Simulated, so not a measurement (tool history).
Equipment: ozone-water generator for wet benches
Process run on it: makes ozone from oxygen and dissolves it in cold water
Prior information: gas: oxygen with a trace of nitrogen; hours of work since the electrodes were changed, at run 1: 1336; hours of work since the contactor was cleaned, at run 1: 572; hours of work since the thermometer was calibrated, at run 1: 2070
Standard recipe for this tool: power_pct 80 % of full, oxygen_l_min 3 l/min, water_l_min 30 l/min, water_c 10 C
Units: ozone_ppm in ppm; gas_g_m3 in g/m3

| run | day | power_pct | oxygen_l_min | water_l_min | water_c | hours of work since the electrodes were changed | hours of work since the contactor was cleaned | hours of work since the thermometer was calibrated | ozone_ppm | gas_g_m3 |
|---|---|---|---|---|---|---|---|---|---|---|
| 1 | 0 | 80 | 3 | 30 | 10 | 1336 | 572 | 2070 | 17 | 249 |
| 2 | 1.25 | 80 | 3 | 30 | 10 | 1355 | 591 | 2089 | 17.1 | 249.9 |
| 3 | 2.962 | 80 | 3 | 30 | 5 | 1382 | 618 | 2116 | 17.6 | 249.5 |
| 4 | 5.121 | 80 | 3 | 30 | 5 | 1415 | 651 | 2149 | 17.4 | 252.8 |
| 5 | 7.196 | 80 | 3 | 30 | 5 | 1447 | 683 | 2182 | 17.5 | 250.3 |
| 6 | 8.875 | 80 | 3 | 30 | 5 | 1473 | 709 | 2208 | 17.4 | 250.4 |
| 7 | 9.946 | 80 | 3 | 30 | 15 | 1490 | 726 | 2224 | 16.5 | 248.6 |
| 8 | 11.171 | 80 | 3 | 30 | 15 | 1509 | 745 | 2243 | 16.2 | 249.7 |
| 9 | 12.533 | 80 | 3 | 30 | 15 | 1530 | 766 | 2264 | 16.3 | 249.8 |
| 10 | 13.962 | 80 | 3 | 30 | 15 | 1552 | 788 | 2287 | 16.3 | 248.9 |
| 11 | 15.4 | 80 | 2.09 | 30 | 10 | 1575 | 810 | 2309 | 15.9 | 319.5 |
| 12 | 16.908 | 80 | 2.09 | 30 | 11 | 1598 | 834 | 2332 | 15.9 | 317 |
| 13 | 18.283 | 80 | 2.09 | 30 | 11 | 1619 | 855 | 2354 | 16.1 | 317.5 |
| 14 | 20.333 | 80 | 2.09 | 29 | 8 | 1651 | 887 | 2385 | 16.6 | 318.8 |
| 15 | 22.438 | 97 | 4.38 | 30 | 7 | 1684 | 919 | 2418 | 20.9 | 225.8 |
| 16 | 24.075 | 80 | 3.15 | 29 | 13 | 1709 | 945 | 2443 | 17.1 | 239.2 |
| 17 | 25.254 | 93 | 3.15 | 47 | 13 | 1727 | 963 | 2462 | 11.7 | 270.2 |
| 18 | 27.433 | 53 | 3 | 32 | 13 | 1761 | 997 | 2495 | 11 | 175.3 |
| 19 | 28.492 | 53 | 3 | 32 | 13 | 1777 | 1013 | 2512 | 10.9 | 177.5 |
| 20 | 29.767 | 80 | 1.79 | 30 | 10 | 1797 | 1033 | 2532 | 15.5 | 349.5 |
| 21 | 30.938 | 50 | 3 | 30 | 10 | 1815 | 1051 | 2550 | 11.4 | 167.8 |
| 22 | 32.542 | 50 | 3 | 30 | 10 | 1840 | 1076 | 2575 | 11.2 | 168.5 |
| 23 | 34.138 | 50 | 3 | 30 | 10 | 1865 | 1101 | 2599 | 11.3 | 168.2 |
| 24 | 35.412 | 50 | 3 | 30 | 10 | 1885 | 1121 | 2619 | 11.2 | 167.8 |
| 25 | 37.233 | 80 | 3.85 | 36 | 10 | 1913 | 1149 | 2647 | 14.3 | 209.6 |

Alternative continuations, all from the tool just after run 25; predict every row:
| A | 39.275 | 80 | 3 | 32 | 7 | 1945 | 1181 | 2679 | ? | ? |
| B | 39.275 | 63 | 4.01 | 30 | 7 | 1945 | 1181 | 2679 | ? | ? |
| C | 39.275 | 42 | 3.85 | 38 | 10 | 1945 | 1181 | 2679 | ? | ? |
| D | 39.275 | 57 | 3 | 30 | 8 | 1945 | 1181 | 2679 | ? | ? |

| run | ozone_ppm | gas_g_m3 |
|---|---|---|
| A | 16 | 244.4 |
| B | 14.4 | 165.2 |
| C | 7.7 | 122.5 |
| D | 12.7 | 186.6 |
What these runs would have given with no unlogged condition in the tool:
| run | ozone_ppm | gas_g_m3 |
|---|---|---|
| A | 17.2 | 259.6 |
| B | 15.3 | 173.6 |
| C | 8.1 | 126.4 |
| D | 13.5 | 195.2 |
